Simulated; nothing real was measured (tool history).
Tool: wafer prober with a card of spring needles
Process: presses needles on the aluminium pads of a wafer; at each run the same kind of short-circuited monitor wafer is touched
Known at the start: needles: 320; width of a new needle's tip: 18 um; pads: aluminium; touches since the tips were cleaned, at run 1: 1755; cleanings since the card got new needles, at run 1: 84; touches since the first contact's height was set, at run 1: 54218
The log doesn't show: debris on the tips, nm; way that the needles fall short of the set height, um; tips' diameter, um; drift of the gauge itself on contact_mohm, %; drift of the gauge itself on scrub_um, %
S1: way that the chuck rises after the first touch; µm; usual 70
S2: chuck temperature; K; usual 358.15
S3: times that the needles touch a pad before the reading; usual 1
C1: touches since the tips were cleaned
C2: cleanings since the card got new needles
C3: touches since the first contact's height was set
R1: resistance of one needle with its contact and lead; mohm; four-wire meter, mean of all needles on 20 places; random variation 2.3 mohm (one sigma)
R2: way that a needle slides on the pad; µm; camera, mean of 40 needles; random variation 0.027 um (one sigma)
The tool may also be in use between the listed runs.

| run | hour | S1 | S2 | S3 | C1 | C2 | C3 | R1 | R2 |
|---|---|---|---|---|---|---|---|---|---|
| 1 | 0 | 70 | 358.15 | 1 | 1755 | 84 | 54218 | 312 | 9.26 |
|  | 2.9 | tips cleaned on abrasive film |
|  | 8.6 | tips cleaned on abrasive film |
|  | 14.3 | tips cleaned on abrasive film |
|  | 20 | tips cleaned on abrasive film |
|  | 27.1 | tips cleaned on abrasive film |
|  | 32.8 | tips cleaned on abrasive film |
|  | 39.9 | tips cleaned on abrasive film |
|  | 47 | tips cleaned on abrasive film |
|  | 54.1 | tips cleaned on abrasive film |
| 2 | 54.2 | 70 | 358.15 | 1 | 46 | 93 | 77718 | 262 | 9.15 |
|  | 60 | tips cleaned on abrasive film |
|  | 65.7 | tips cleaned on abrasive film |
|  | 71.4 | tips cleaned on abrasive film |
|  | 77.1 | tips cleaned on abrasive film |
|  | 82.8 | tips cleaned on abrasive film |
|  | 89.9 | tips cleaned on abrasive film |
| 3 | 90.5 | 70 | 358.15 | 1 | 270 | 99 | 93429 | 267 | 9.13 |
|  | 96.2 | tips cleaned on abrasive film |
|  | 103.3 | tips cleaned on abrasive film |
|  | 109 | tips cleaned on abrasive film |
|  | 114.7 | tips cleaned on abrasive film |
|  | 121.8 | tips cleaned on abrasive film |
|  | 127.5 | tips cleaned on abrasive film |
|  | 133.2 | tips cleaned on abrasive film |
|  | 138.9 | tips cleaned on abrasive film |
| 4 | 140.7 | 70 | 318.15 | 1 | 779 | 107 | 115193 | 283 | 9.08 |
|  | 145 | tips cleaned on abrasive film |
|  | 150.7 | tips cleaned on abrasive film |
|  | 157.8 | tips cleaned on abrasive film |
|  | 163.5 | tips cleaned on abrasive film |
|  | 170.6 | tips cleaned on abrasive film |
|  | 173.5 | tips cleaned on abrasive film, once more |
| 5 | 176.7 | 66 | 358.15 | 1 | 1390 | 113 | 130778 | 318 | 8.55 |
|  | 179.6 | tips cleaned on abrasive film |
|  | 186.7 | tips cleaned on abrasive film |
|  | 192.4 | tips cleaned on abrasive film |
|  | 198.1 | tips cleaned on abrasive film |
|  | 205.2 | tips cleaned on abrasive film |
|  | 210.9 | tips cleaned on abrasive film |
| 6 | 215.4 | 66 | 358.15 | 1 | 2001 | 119 | 147592 | 331 | 8.47 |
|  | 216.9 | tips cleaned on abrasive film |
|  | 224 | tips cleaned on abrasive film |
|  | 229.7 | tips cleaned on abrasive film |
|  | 235.4 | tips cleaned on abrasive film |
|  | 242.5 | tips cleaned on abrasive film |
| 7 | 244 | 66 | 358.15 | 1 | 629 | 124 | 159950 | 289 | 8.48 |
|  | 248.2 | tips cleaned on abrasive film |
|  | 255.3 | tips cleaned on abrasive film |
|  | 262.5 | tips cleaned on abrasive film |
|  | 269.6 | tips cleaned on abrasive film |
|  | 276.7 | tips cleaned on abrasive film |
|  | 283.8 | tips cleaned on abrasive film |
|  | 286.9 | height of the first contact set anew |
|  | 291.2 | tips cleaned on abrasive film |
| 8 | 295.1 | 70 | 358.15 | 1 | 1717 | 131 | 3569 | 312 | 9.31 |
|  | 298 | tips cleaned on abrasive film |
|  | 303.7 | tips cleaned on abrasive film |
|  | 309.4 | tips cleaned on abrasive film |
|  | 315.1 | tips cleaned on abrasive film |
|  | 322.2 | tips cleaned on abrasive film |
|  | 327.9 | tips cleaned on abrasive film |
|  | 335 | tips cleaned on abrasive film |
| 9 | 335.9 | 70 | 358.15 | 1 | 386 | 138 | 21236 | 279 | 9.3 |
|  | 341.6 | tips cleaned on abrasive film |
|  | 347.3 | tips cleaned on abrasive film |
|  | 353 | tips cleaned on abrasive film |
|  | 360.1 | tips cleaned on abrasive film |
|  | 365.8 | tips cleaned on abrasive film |
|  | 371.5 | tips cleaned on abrasive film |
|  | 378.6 | tips cleaned on abrasive film |
|  | 385.7 | tips cleaned on abrasive film |
|  | 391.4 | tips cleaned on abrasive film |
| 10 | 396.1 | 70 | 358.15 | 2 | 2094 | 147 | 47399 | 292 | 9.24 |
|  | 397.6 | tips cleaned on abrasive film |
|  | 404.7 | tips cleaned on abrasive film |
|  | 410.4 | tips cleaned on abrasive film |
|  | 416.1 | tips cleaned on abrasive film |
|  | 423.3 | tips cleaned on abrasive film |
|  | 429 | tips cleaned on abrasive film |
| 11 | 430.8 | 54 | 362.15 | 1 | 802 | 153 | 62398 | 318 | 7.11 |
|  | 435.1 | tips cleaned on abrasive film |
|  | 440.8 | tips cleaned on abrasive film |
|  | 446.5 | tips cleaned on abrasive film |
|  | 453.6 | tips cleaned on abrasive film |
|  | 459.3 | tips cleaned on abrasive film |
|  | 465 | tips cleaned on abrasive film |
|  | 470.7 | tips cleaned on abrasive film |
|  | 477.8 | tips cleaned on abrasive film |
| 12 | 480.2 | 56 | 388.15 | 1 | 1074 | 161 | 83838 | 331 | 7.32 |
|  | 484.5 | tips cleaned on abrasive film |
|  | 491.6 | tips cleaned on abrasive film |
|  | 497.3 | tips cleaned on abrasive film |
|  | 504.4 | tips cleaned on abrasive film |
|  | 510.1 | tips cleaned on abrasive film |
|  | 515.9 | tips cleaned on abrasive film |
|  | 521.6 | tips cleaned on abrasive film |
|  | 527.3 | tips cleaned on abrasive film |
|  | 534.4 | tips cleaned on abrasive film |
| 13 | 538.2 | 77 | 358.15 | 1 | 1684 | 170 | 108975 | 304 | 10.09 |
|  | 541.1 | tips cleaned on abrasive film |
|  | 546.8 | tips cleaned on abrasive film |
|  | 553.9 | tips cleaned on abrasive film |
|  | 559.6 | tips cleaned on abrasive film |
|  | 566.7 | tips cleaned on abrasive film |
| 14 | 570.2 | 77 | 358.15 | 3 | 1536 | 175 | 122855 | 273 | 10 |
|  | 573.1 | tips cleaned on abrasive film |
|  | 578.8 | tips cleaned on abrasive film |
|  | 585.9 | tips cleaned on abrasive film |
|  | 593 | tips cleaned on abrasive film |
|  | 600.1 | tips cleaned on abrasive film |
| 15 | 602.4 | 77 | 358.15 | 3 | 1028 | 180 | 136846 | 267 | 9.97 |
|  | 606.7 | tips cleaned on abrasive film |
|  | 612.4 | tips cleaned on abrasive film |
|  | 618.1 | tips cleaned on abrasive film |
|  | 625.3 | tips cleaned on abrasive film |
|  | 631 | tips cleaned on abrasive film |
|  | 638.1 | tips cleaned on abrasive film |
|  | 643.8 | tips cleaned on abrasive film |
| 16 | 648.2 | 77 | 358.15 | 3 | 1952 | 187 | 156697 | 278 | 9.95 |
|  | 649.7 | tips cleaned on abrasive film |
|  | 656.8 | tips cleaned on abrasive film |
|  | 663.9 | tips cleaned on abrasive film |
|  | 671 | tips cleaned on abrasive film |
|  | 678.1 | tips cleaned on abrasive film |
| 17 | 679.1 | 77 | 329.15 | 2 | 413 | 192 | 170076 | 262 | 9.94 |
|  | 684.8 | tips cleaned on abrasive film |
|  | 690.5 | tips cleaned on abrasive film |
|  | 696.2 | tips cleaned on abrasive film |
|  | 697.9 | height of the first contact set anew |
|  | 703.6 | tips cleaned on abrasive film |
|  | 710.7 | tips cleaned on abrasive film |
|  | 716.4 | tips cleaned on abrasive film |
| 18 | 720.2 | 77 | 329.15 | 2 | 1687 | 198 | 9711 | 282 | 10.24 |
|  | 723.1 | tips cleaned on abrasive film |
|  | 728.8 | tips cleaned on abrasive film |
|  | 734.5 | tips cleaned on abrasive film |
|  | 740.2 | tips cleaned on abrasive film |
|  | 745.9 | tips cleaned on abrasive film |
|  | 753 | tips cleaned on abrasive film |
| 19 | 755.3 | 83 | 358.15 | 2 | 999 | 204 | 24906 | 269 | 11.01 |
|  | 759.6 | tips cleaned on abrasive film |
|  | 765.3 | tips cleaned on abrasive film |
|  | 771 | tips cleaned on abrasive film |
|  | 778.1 | tips cleaned on abrasive film |
|  | 784.9 | tips cleaned on abrasive film |
| 20 | 784.9 | 57 | 358.15 | 2 | 0 | 209 | 37738 | 273 | 7.48 |

Hidden state or all else? Some run-to-run changes of R1, split into what the settings, what came in and random variation would give without the hidden state, and what is left for the hidden state (with any gauge scatter that isn't in both results):
Run 1 -> 2: tips cleaned on abrasive film, tips cleaned on abrasive film, tips cleaned on abrasive film, tips cleaned on abrasive film, tips cleaned on abrasive film, tips cleaned on abrasive film, tips cleaned on abrasive film, tips cleaned on abrasive film, tips cleaned on abrasive film. R1 -50 mohm: hidden state -44, all else -6.
Run 6 -> 7: tips cleaned on abrasive film, tips cleaned on abrasive film, tips cleaned on abrasive film, tips cleaned on abrasive film, tips cleaned on abrasive film. R1 -42 mohm: hidden state -43, all else +1.

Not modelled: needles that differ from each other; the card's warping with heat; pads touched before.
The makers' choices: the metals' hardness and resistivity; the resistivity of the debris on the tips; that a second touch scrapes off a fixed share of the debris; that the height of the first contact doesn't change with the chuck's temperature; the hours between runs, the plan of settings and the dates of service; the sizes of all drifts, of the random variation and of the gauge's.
